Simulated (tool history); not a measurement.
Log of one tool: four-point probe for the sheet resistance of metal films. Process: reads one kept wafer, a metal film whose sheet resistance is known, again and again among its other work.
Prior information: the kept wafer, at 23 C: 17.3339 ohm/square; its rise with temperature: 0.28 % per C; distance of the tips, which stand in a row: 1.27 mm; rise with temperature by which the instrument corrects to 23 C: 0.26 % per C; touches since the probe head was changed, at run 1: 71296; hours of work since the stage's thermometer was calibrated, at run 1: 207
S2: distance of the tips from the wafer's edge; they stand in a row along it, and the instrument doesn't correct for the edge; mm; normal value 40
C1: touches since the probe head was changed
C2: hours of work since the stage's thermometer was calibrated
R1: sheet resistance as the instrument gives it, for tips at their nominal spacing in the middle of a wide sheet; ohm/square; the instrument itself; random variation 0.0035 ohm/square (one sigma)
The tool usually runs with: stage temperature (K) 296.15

Run 1, hour 0: usual settings; C1 71296; C2 207. Result: R1 17.408158 ohm/square.
Run 2, hour 104.1: usual settings but stage temperature (K) 302.15; C1 72568; C2 252. Result: R1 17.423633 ohm/square.
Run 3, hour 188.8: usual settings but stage temperature (K) 297.15; C1 73603; C2 290. Result: R1 17.41072 ohm/square.
Run 4, hour 265: usual settings but stage temperature (K) 297.15; C1 74534; C2 323. Result: R1 17.415932 ohm/square.
Run 5, hour 382.1: usual settings but stage temperature (K) 306.15; C1 75964; C2 374. Result: R1 17.435738 ohm/square.
Run 6, hour 522.2: usual settings but stage temperature (K) 306.15; C1 77677; C2 436. Result: R1 17.43736 ohm/square.
Run 7, hour 648.3: usual settings but stage temperature (K) 306.15; C1 79216; C2 491. Result: R1 17.436079 ohm/square.
Run 8, hour 732.8: usual settings; C1 80250; C2 528. Result: R1 17.419556 ohm/square.
Run 9, hour 829: usual settings; C1 81425; C2 570. Result: R1 17.413117 ohm/square.
Run 10, hour 969.3: usual settings; C1 83138; C2 632. Result: R1 17.419088 ohm/square.
Run 11, hour 1099.4: usual settings; C1 84728; C2 689. Result: R1 17.417518 ohm/square.
Run 12, hour 1192.2: usual settings but stage temperature (K) 294.15; C1 85861; C2 729. Result: R1 17.413675 ohm/square.
Run 13, hour 1263: usual settings but stage temperature (K) 294.15; C1 86727; C2 760. Result: R1 17.409712 ohm/square.
Run 14, hour 1323.5: usual settings but S2 18 mm; C1 87466; C2 787. Result: R1 17.455268 ohm/square.
Run 15, hour 1464.8: usual settings but S2 18 mm; C1 89192; C2 849. Result: R1 17.454722 ohm/square.
Run 16, hour 1560.5: usual settings but S2 18 mm; C1 90361; C2 891. Result: R1 17.460654 ohm/square.
Run 17, hour 1683.1: usual settings but S2 18 mm; C1 91859; C2 944. Result: R1 17.455963 ohm/square.
Run 18, hour 1763.1: usual settings; C1 92836; C2 980. Result: R1 17.423452 ohm/square.
Run 19, hour 1869.6: usual settings but stage temperature (K) 292.15; C1 94138; C2 1026. Result: R1 17.411947 ohm/square.
Run 20, hour 1974.9: usual settings but stage temperature (K) 292.15, S2 23 mm; C1 95424; C2 1072. Result: R1 17.42945 ohm/square.
Run 21, hour 2069.8: usual settings but stage temperature (K) 292.15, S2 9 mm; C1 96584; C2 1114. Result: R1 17.591616 ohm/square.
Run 22, hour 2205.8: usual settings; C1 98244; C2 1174. Result: R1 17.429597 ohm/square.
Run 23, hour 2338.6: usual settings; C1 99867; C2 1232. Result: R1 17.427855 ohm/square.
Run 24, hour 2455: usual settings; C1 101289; C2 1283. Result: R1 17.420393 ohm/square.
Run 25, hour 2551.8: usual settings but stage temperature (K) 308.15, S2 19 mm; C1 102471; C2 1325. Result: R1 17.488203 ohm/square.
Run 26, hour 2685.6: usual settings but stage temperature (K) 308.15, S2 19 mm; C1 104107; C2 1384. Result: R1 17.488605 ohm/square.
At hour 2768.7: stage's thermometer calibrated.
Run 27, hour 2816.7: usual settings but stage temperature (K) 304.15, S2 5 mm; C1 105701; C2 21. Result: R1 18.036151 ohm/square.
Run 28, hour 2950.1: usual settings but S2 51 mm; C1 107332; C2 80. Result: R1 17.445653 ohm/square.
Run 29, hour 3071.2: usual settings but stage temperature (K) 301.15, S2 18 mm; C1 108811; C2 133. Result: R1 17.50118 ohm/square.
Run 30, hour 3201.1: usual settings but stage temperature (K) 302.15, S2 5 mm; C1 110399; C2 190. Result: R1 18.043031 ohm/square.
Run 31, hour 3270.7: usual settings but stage temperature (K) 304.15, S2 23 mm; C1 111249; C2 220. Result: R1 17.493431 ohm/square.
Run 32, hour 3356.1: usual settings but stage temperature (K) 300.15, S2 4 mm; C1 112292; C2 257. Result: R1 18.342158 ohm/square.
Run 33, hour 3459: usual settings but stage temperature (K) 300.15, S2 4 mm; C1 113549; C2 303. Result: R1 18.350998 ohm/square.
Run 34, hour 3576.2: usual settings but S2 23 mm; C1 114981; C2 354. Result: R1 17.474988 ohm/square.

What will run 35 give?
Run 35, hour 3711: usual settings but S2 39 mm; C1 116627; C2 413. Result: R1 ?.

Run 35 came out at R1 17.458788 ohm/square.
Had the tool carried no hidden state, the very same run would have given R1 17.346695 ohm/square.

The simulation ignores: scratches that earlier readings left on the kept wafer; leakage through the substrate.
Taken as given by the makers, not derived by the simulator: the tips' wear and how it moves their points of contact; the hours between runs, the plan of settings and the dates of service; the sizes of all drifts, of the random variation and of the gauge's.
